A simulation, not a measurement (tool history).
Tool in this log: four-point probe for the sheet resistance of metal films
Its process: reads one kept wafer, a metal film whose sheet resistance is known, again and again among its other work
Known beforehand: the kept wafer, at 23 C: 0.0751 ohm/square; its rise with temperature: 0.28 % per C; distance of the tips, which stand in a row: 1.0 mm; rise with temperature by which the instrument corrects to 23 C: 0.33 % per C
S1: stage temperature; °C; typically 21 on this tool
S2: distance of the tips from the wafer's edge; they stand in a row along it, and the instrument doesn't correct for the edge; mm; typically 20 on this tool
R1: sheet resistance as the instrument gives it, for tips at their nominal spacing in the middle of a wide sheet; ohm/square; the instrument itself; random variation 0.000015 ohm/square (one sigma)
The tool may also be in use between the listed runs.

Run 1, hour 0.0: usual settings. Result: R1 0.074891 ohm/square.
Run 2, hour 13.4: usual settings. Result: R1 0.074904 ohm/square.
Run 3, hour 32.4: usual settings. Result: R1 0.074921 ohm/square.
Run 4, hour 43.1: usual settings. Result: R1 0.074910 ohm/square.
Run 5, hour 53.6: usual settings but S1 19 °C. Result: R1 0.075005 ohm/square.
Run 6, hour 71.3: usual settings but S1 19 °C. Result: R1 0.074982 ohm/square.
Run 7, hour 91.1: usual settings. Result: R1 0.074901 ohm/square.
Run 8, hour 103.4: usual settings. Result: R1 0.074919 ohm/square.
Run 9, hour 114.4: usual settings. Result: R1 0.074903 ohm/square.
Run 10, hour 130.1: usual settings. Result: R1 0.074886 ohm/square.
Run 11, hour 148.7: usual settings but S2 4 mm. Result: R1 0.077243 ohm/square.
Run 12, hour 167.0: usual settings but S1 20 °C. Result: R1 0.074952 ohm/square.
Run 13, hour 178.3: usual settings but S1 20 °C. Result: R1 0.074982 ohm/square.
Run 14, hour 188.0: usual settings but S1 20 °C. Result: R1 0.074953 ohm/square.
Run 15, hour 206.1: usual settings but S1 22 °C, S2 9 mm. Result: R1 0.075262 ohm/square.
Run 16, hour 216.6: usual settings but S1 22 °C, S2 9 mm. Result: R1 0.075282 ohm/square.
Run 17, hour 226.4: usual settings but S2 38 mm. Result: R1 0.074859 ohm/square.

5 options for the next run, each taken on its own from the tool as it stands now. Forecast them:
Run A, hour 240.1: usual settings but S1 26 °C, S2 38 mm. Result: R1 ?.
Run B, hour 240.1: usual settings but S2 28 mm. Result: R1 ?.
Run C, hour 240.1: usual settings but S1 32 °C, S2 25 mm. Result: R1 ?.
Run D, hour 240.1: usual settings but S1 22 °C. Result: R1 ?.
Run E, hour 240.1: usual settings but S1 28 °C, S2 48 mm. Result: R1 ?.

run        R1
  A  0.074664
  B  0.074888
  C  0.074507
  D  0.074882
  E  0.074587
With no hidden state in the tool, these same runs would have given:
run        R1
  A  0.075012
  B  0.075236
  C  0.074854
  D  0.075231
  E  0.074934
